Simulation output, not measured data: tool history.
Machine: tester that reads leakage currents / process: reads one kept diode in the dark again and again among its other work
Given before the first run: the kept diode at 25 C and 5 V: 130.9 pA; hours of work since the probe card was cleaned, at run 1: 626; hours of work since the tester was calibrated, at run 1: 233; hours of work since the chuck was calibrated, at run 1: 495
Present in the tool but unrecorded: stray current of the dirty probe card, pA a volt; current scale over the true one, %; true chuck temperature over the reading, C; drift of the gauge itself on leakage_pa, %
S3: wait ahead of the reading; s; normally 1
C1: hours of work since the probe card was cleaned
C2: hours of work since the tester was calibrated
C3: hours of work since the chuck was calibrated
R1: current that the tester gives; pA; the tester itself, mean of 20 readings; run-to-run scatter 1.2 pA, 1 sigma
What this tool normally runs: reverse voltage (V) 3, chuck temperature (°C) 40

{"run": 1, "hour": 0.0, "reverse voltage (V)": 3, "chuck temperature (°C)": 40, "S3": 1, "C1": 626, "C2": 233, "C3": 495, "R1": 382.19}
{"run": 2, "hour": 32.0, "reverse voltage (V)": 3, "chuck temperature (°C)": 40, "S3": 1, "C1": 651, "C2": 259, "C3": 520, "R1": 382.39}
{"run": 3, "hour": 74.1, "reverse voltage (V)": 16.4, "chuck temperature (°C)": 40, "S3": 1, "C1": 684, "C2": 292, "C3": 553, "R1": 814.12}
{"run": 4, "hour": 126.4, "reverse voltage (V)": 16.4, "chuck temperature (°C)": 40, "S3": 1, "C1": 725, "C2": 333, "C3": 594, "R1": 813}
{"run": 5, "hour": 171.0, "reverse voltage (V)": 1.56, "chuck temperature (°C)": 40, "S3": 1, "C1": 760, "C2": 368, "C3": 629, "R1": 284.43}
{"run": 6, "hour": 230.2, "reverse voltage (V)": 1.56, "chuck temperature (°C)": 40, "S3": 1, "C1": 807, "C2": 414, "C3": 676, "R1": 284.71}
{"run": 7, "hour": 275.5, "reverse voltage (V)": 3, "chuck temperature (°C)": 40, "S3": 1, "C1": 842, "C2": 450, "C3": 711, "R1": 375.9}
{"run": 8, "hour": 304.2, "reverse voltage (V)": 3, "chuck temperature (°C)": 40, "S3": 0.72, "C1": 865, "C2": 472, "C3": 734, "R1": 373.11}
{"run": 9, "hour": 340.4, "reverse voltage (V)": 3, "chuck temperature (°C)": 40, "S3": 0.72, "C1": 893, "C2": 501, "C3": 762, "R1": 375.69}
{"run": 10, "hour": 369.2, "reverse voltage (V)": 3, "chuck temperature (°C)": 40, "S3": 1, "C1": 916, "C2": 523, "C3": 785, "R1": 374.05}
{"run": 11, "hour": 404.5, "reverse voltage (V)": 16.56, "chuck temperature (°C)": 40, "S3": 1, "C1": 944, "C2": 551, "C3": 813, "R1": 801.53}
{"run": 12, "hour": 462.4, "reverse voltage (V)": 3, "chuck temperature (°C)": 40, "S3": 1, "C1": 989, "C2": 596, "C3": 858, "R1": 371.35}
{"run": 13, "hour": 499.9, "reverse voltage (V)": 3, "chuck temperature (°C)": 40, "S3": 1, "C1": 1019, "C2": 626, "C3": 888, "R1": 369.75}
{"run": 14, "hour": 542.4, "reverse voltage (V)": 3, "chuck temperature (°C)": 40, "S3": 1, "C1": 1052, "C2": 659, "C3": 921, "R1": 370.72}
{"run": 15, "hour": 601.4, "reverse voltage (V)": 3, "chuck temperature (°C)": 40, "S3": 1, "C1": 1098, "C2": 706, "C3": 967, "R1": 369.06}
{"run": 16, "hour": 648.3, "reverse voltage (V)": 3, "chuck temperature (°C)": 40, "S3": 1, "C1": 1135, "C2": 742, "C3": 1004, "R1": 366.54}
{"run": 17, "hour": 684.2, "reverse voltage (V)": 3, "chuck temperature (°C)": 40, "S3": 1, "C1": 1163, "C2": 771, "C3": 1032, "R1": 365.03}
{"run": 18, "hour": 718.5, "reverse voltage (V)": 3, "chuck temperature (°C)": 40, "S3": 1, "C1": 1190, "C2": 798, "C3": 1059, "R1": 364.74}
{"run": 19, "hour": 753.0, "reverse voltage (V)": 3, "chuck temperature (°C)": 40, "S3": 1, "C1": 1217, "C2": 825, "C3": 1086, "R1": 363.96}
{"run": 20, "hour": 796.6, "reverse voltage (V)": 3, "chuck temperature (°C)": 40, "S3": 1, "C1": 1252, "C2": 859, "C3": 1121, "R1": 361.7}
{"run": 21, "hour": 839.9, "reverse voltage (V)": 3, "chuck temperature (°C)": 40, "S3": 1, "C1": 1285, "C2": 893, "C3": 1155, "R1": 362.91}
{"run": 22, "hour": 894.6, "reverse voltage (V)": 3, "chuck temperature (°C)": 36, "S3": 2.7, "C1": 1328, "C2": 936, "C3": 1198, "R1": 255.19}
{"run": 23, "hour": 927.2, "reverse voltage (V)": 3, "chuck temperature (°C)": 36, "S3": 2.7, "C1": 1354, "C2": 961, "C3": 1223, "R1": 257}
{"run": 24, "hour": 966.8, "reverse voltage (V)": 1.44, "chuck temperature (°C)": 43, "S3": 5.5, "C1": 1385, "C2": 993, "C3": 1254, "R1": 331}
{"run": 25, "hour": 1025.2, "reverse voltage (V)": 2.9, "chuck temperature (°C)": 52, "S3": 0.53, "C1": 1431, "C2": 1038, "C3": 1300, "R1": 929.3}
{"run": 26, "hour": 1052.3, "reverse voltage (V)": 2.9, "chuck temperature (°C)": 46, "S3": 0.53, "C1": 1452, "C2": 1060, "C3": 1321, "R1": 576.13}
{"run": 27, "hour": 1081.2, "reverse voltage (V)": 2.18, "chuck temperature (°C)": 46, "S3": 0.75, "C1": 1475, "C2": 1082, "C3": 1344, "R1": 505.96}
{"run": 28, "hour": 1143.1, "reverse voltage (V)": 2.18, "chuck temperature (°C)": 46, "S3": 0.75, "C1": 1524, "C2": 1131, "C3": 1393, "R1": 501.12}
{"run": 29, "hour": 1197.3, "reverse voltage (V)": 15.43, "chuck temperature (°C)": 42, "S3": 1, "C1": 1566, "C2": 1174, "C3": 1435, "R1": 874.3}
{"run": 30, "hour": 1225.8, "reverse voltage (V)": 15.43, "chuck temperature (°C)": 42, "S3": 1, "C1": 1589, "C2": 1196, "C3": 1458, "R1": 868.8}
{"run": 31, "hour": 1272.8, "reverse voltage (V)": 3, "chuck temperature (°C)": 34, "S3": 3.41, "C1": 1625, "C2": 1233, "C3": 1495, "R1": 211.29}
{"hour": 1283.8, "done": "probe card cleaned and baked"}
{"run": 32, "hour": 1318.3, "reverse voltage (V)": 1.03, "chuck temperature (°C)": 33, "S3": 3.41, "C1": 27, "C2": 1266, "C3": 1528, "R1": 116.47}
{"run": 33, "hour": 1368.7, "reverse voltage (V)": 19.85, "chuck temperature (°C)": 53, "S3": 3.41, "C1": 67, "C2": 1306, "C3": 1567, "R1": 2263.21}
{"run": 34, "hour": 1422.5, "reverse voltage (V)": 3, "chuck temperature (°C)": 27, "S3": 0.37, "C1": 109, "C2": 1348, "C3": 1610, "R1": 109.34}
{"run": 35, "hour": 1461.4, "reverse voltage (V)": 2.07, "chuck temperature (°C)": 40, "S3": 1, "C1": 139, "C2": 1378, "C3": 1640, "R1": 289.04}
{"run": 36, "hour": 1497.9, "reverse voltage (V)": 3, "chuck temperature (°C)": 37, "S3": 1, "C1": 168, "C2": 1407, "C3": 1669, "R1": 262.64}
{"run": 37, "hour": 1536.8, "reverse voltage (V)": 10.51, "chuck temperature (°C)": 32, "S3": 0.41, "C1": 199, "C2": 1438, "C3": 1699, "R1": 297.93}
{"hour": 1570.8, "done": "chuck's temperature calibrated"}
{"run": 38, "hour": 1570.8, "reverse voltage (V)": 3.5, "chuck temperature (°C)": 44, "S3": 0.82, "C1": 224, "C2": 1463, "C3": 0, "R1": 587.81}
{"run": 39, "hour": 1615.4, "reverse voltage (V)": 3, "chuck temperature (°C)": 27, "S3": 0.33, "C1": 259, "C2": 1498, "C3": 35, "R1": 127.55}
{"run": 40, "hour": 1672.9, "reverse voltage (V)": 1.45, "chuck temperature (°C)": 40, "S3": 0.64, "C1": 304, "C2": 1543, "C3": 80, "R1": 284.59}
{"run": 41, "hour": 1706.4, "reverse voltage (V)": 4.01, "chuck temperature (°C)": 23, "S3": 0.94, "C1": 330, "C2": 1569, "C3": 106, "R1": 99.53}

Below are 3 alternative next runs, each starting from the tool's condition after run 41. Predict each:
{"run": "A", "hour": 1755.6, "reverse voltage (V)": 1.35, "chuck temperature (°C)": 23, "S3": 0.94, "C1": 369, "C2": 1608, "C3": 145, "R1": "?"}
{"run": "B", "hour": 1755.6, "reverse voltage (V)": 15.87, "chuck temperature (°C)": 31, "S3": 2.3, "C1": 369, "C2": 1608, "C3": 145, "R1": "?"}
{"run": "C", "hour": 1755.6, "reverse voltage (V)": 16.49, "chuck temperature (°C)": 40, "S3": 7.79, "C1": 369, "C2": 1608, "C3": 145, "R1": "?"}

run=A R1=61.11
run=B R1=374.1
run=C R1=827.52
Had the tool no hidden state, the same runs would have come out as:
run=A R1=61.84
run=B R1=374.16
run=C R1=837.25

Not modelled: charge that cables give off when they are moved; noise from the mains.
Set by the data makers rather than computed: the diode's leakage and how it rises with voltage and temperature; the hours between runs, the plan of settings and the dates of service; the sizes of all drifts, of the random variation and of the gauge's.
